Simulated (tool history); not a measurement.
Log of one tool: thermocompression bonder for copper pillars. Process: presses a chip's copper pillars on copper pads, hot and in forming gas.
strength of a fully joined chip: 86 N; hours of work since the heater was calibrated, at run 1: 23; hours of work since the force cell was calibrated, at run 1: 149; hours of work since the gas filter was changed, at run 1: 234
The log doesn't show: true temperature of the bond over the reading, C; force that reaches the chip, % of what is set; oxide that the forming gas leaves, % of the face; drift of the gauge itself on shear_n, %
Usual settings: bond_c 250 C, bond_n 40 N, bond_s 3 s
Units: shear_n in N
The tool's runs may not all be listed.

run,hour,bond_c,bond_n,bond_s,hours of work since the heater was calibrated,hours of work since the force cell was calibrated,hours of work since the gas filter was changed,shear_n
1,0.0,250,40,3,23,149,234,37.7
2,8.9,250,40,3,27,152,238,37.6
3,17.8,250,40,3,31,156,242,36.7
4,22.9,250,40,3,33,158,244,38.0
# hour 29.2: forming gas filter changed
5,32.9,250,44,3,37,162,2,45.2
6,41.3,250,44,3,41,166,5,44.6
7,52.4,226,40,3,45,171,10,31.7

Run 8 comes next. What will it give?
8,63.6,250,26,3,50,175,15,?

{"run 8": {"shear_n": 31.0}}
Without the tool's hidden state the same run would have given shear_n 32.0 N.
